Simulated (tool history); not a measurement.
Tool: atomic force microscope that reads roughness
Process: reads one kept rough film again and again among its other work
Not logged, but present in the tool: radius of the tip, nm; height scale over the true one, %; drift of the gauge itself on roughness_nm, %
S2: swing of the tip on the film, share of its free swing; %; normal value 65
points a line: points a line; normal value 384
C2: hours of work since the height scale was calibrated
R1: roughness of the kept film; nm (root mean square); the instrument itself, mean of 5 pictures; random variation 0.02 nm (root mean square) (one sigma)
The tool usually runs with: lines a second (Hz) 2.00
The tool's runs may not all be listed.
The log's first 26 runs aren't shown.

-- hour=793.5 new tip fitted
run 27 hour=809.2 | lines_a_second_(Hz)=2.00 S2=65 points_a_line=384 | pictures_with_this_tip=14 C2=671 | R1=4.803
run 28 hour=835.7 | lines_a_second_(Hz)=2.48 S2=83 points_a_line=474 | pictures_with_this_tip=38 C2=684 | R1=4.341
run 29 hour=871.8 | lines_a_second_(Hz)=2.00 S2=69 points_a_line=494 | pictures_with_this_tip=71 C2=702 | R1=4.746
run 30 hour=888.1 | lines_a_second_(Hz)=2.00 S2=69 points_a_line=494 | pictures_with_this_tip=86 C2=710 | R1=4.743
run 31 hour=917.9 | lines_a_second_(Hz)=2.00 S2=69 points_a_line=494 | pictures_with_this_tip=113 C2=724 | R1=4.743
run 32 hour=942.6 | lines_a_second_(Hz)=1.36 S2=60 points_a_line=440 | pictures_with_this_tip=135 C2=736 | R1=4.876
run 33 hour=977.8 | lines_a_second_(Hz)=1.36 S2=60 points_a_line=440 | pictures_with_this_tip=167 C2=754 | R1=4.907
run 34 hour=998.0 | lines_a_second_(Hz)=1.36 S2=56 points_a_line=297 | pictures_with_this_tip=186 C2=764 | R1=4.906
run 35 hour=1025.2 | lines_a_second_(Hz)=2.00 S2=61 points_a_line=307 | pictures_with_this_tip=211 C2=777 | R1=4.819
run 36 hour=1043.9 | lines_a_second_(Hz)=3.22 S2=65 points_a_line=885 | pictures_with_this_tip=228 C2=786 | R1=4.692
run 37 hour=1070.7 | lines_a_second_(Hz)=3.22 S2=65 points_a_line=885 | pictures_with_this_tip=252 C2=800 | R1=4.709
run 38 hour=1092.9 | lines_a_second_(Hz)=3.22 S2=65 points_a_line=490 | pictures_with_this_tip=272 C2=811 | R1=4.669
-- hour=1104.4 new tip fitted
run 39 hour=1129.4 | lines_a_second_(Hz)=1.26 S2=65 points_a_line=384 | pictures_with_this_tip=23 C2=828 | R1=4.867
run 40 hour=1148.2 | lines_a_second_(Hz)=3.40 S2=58 points_a_line=369 | pictures_with_this_tip=40 C2=838 | R1=4.724
run 41 hour=1165.9 | lines_a_second_(Hz)=3.40 S2=58 points_a_line=369 | pictures_with_this_tip=56 C2=846 | R1=4.799
run 42 hour=1182.0 | lines_a_second_(Hz)=3.40 S2=58 points_a_line=369 | pictures_with_this_tip=71 C2=854 | R1=4.748
run 43 hour=1202.1 | lines_a_second_(Hz)=0.62 S2=71 points_a_line=369 | pictures_with_this_tip=89 C2=864 | R1=4.892
run 44 hour=1232.3 | lines_a_second_(Hz)=0.62 S2=71 points_a_line=369 | pictures_with_this_tip=117 C2=879 | R1=4.914
run 45 hour=1251.9 | lines_a_second_(Hz)=0.62 S2=71 points_a_line=369 | pictures_with_this_tip=135 C2=889 | R1=4.922
run 46 hour=1275.7 | lines_a_second_(Hz)=0.51 S2=55 points_a_line=384 | pictures_with_this_tip=156 C2=901 | R1=4.960
run 47 hour=1312.0 | lines_a_second_(Hz)=2.56 S2=65 points_a_line=362 | pictures_with_this_tip=189 C2=918 | R1=4.709
run 48 hour=1341.9 | lines_a_second_(Hz)=2.56 S2=65 points_a_line=362 | pictures_with_this_tip=217 C2=933 | R1=4.755
run 49 hour=1360.7 | lines_a_second_(Hz)=2.56 S2=65 points_a_line=362 | pictures_with_this_tip=234 C2=942 | R1=4.739

What does the tool deliver on the next run?
run 50 hour=1391.8 | lines_a_second_(Hz)=2.56 S2=65 points_a_line=362 | pictures_with_this_tip=262 C2=958 | R1=?

R1: 4.740 nm (root mean square)
With no hidden state in the tool, this same run would have given R1 4.747 nm (root mean square).

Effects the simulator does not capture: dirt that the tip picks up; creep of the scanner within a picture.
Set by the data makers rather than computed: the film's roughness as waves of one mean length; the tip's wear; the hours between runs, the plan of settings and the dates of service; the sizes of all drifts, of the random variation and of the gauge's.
